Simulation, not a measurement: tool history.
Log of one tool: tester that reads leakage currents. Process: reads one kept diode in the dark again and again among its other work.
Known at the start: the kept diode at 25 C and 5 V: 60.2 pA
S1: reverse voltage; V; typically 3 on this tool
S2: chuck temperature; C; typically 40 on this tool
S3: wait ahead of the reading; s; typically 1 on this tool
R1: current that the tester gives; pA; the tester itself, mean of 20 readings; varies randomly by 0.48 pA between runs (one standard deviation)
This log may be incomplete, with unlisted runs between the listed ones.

Run 1, day 0.000: usual settings. Result: R1 145.82 pA.
Run 2, day 9.417: usual settings. Result: R1 144.47 pA.
Run 3, day 18.654: usual settings. Result: R1 141.62 pA.
Run 4, day 28.196: usual settings but S2 27 C. Result: R1 51.80 pA.
Run 5, day 34.288: usual settings but S2 27 C. Result: R1 51.65 pA.
Run 6, day 38.892: usual settings but S2 54 C. Result: R1 391.88 pA.
Run 7, day 46.650: usual settings. Result: R1 138.02 pA.

For run 8, what comes out?
At day 54.083: chuck's temperature calibrated.
Run 8, day 55.558: usual settings. Result: R1 ?.

Run 8 produced R1 163.33 pA.
Take away the tool's hidden state, keep the run-to-run variation as it was, and the same run would have given R1 159.89 pA.
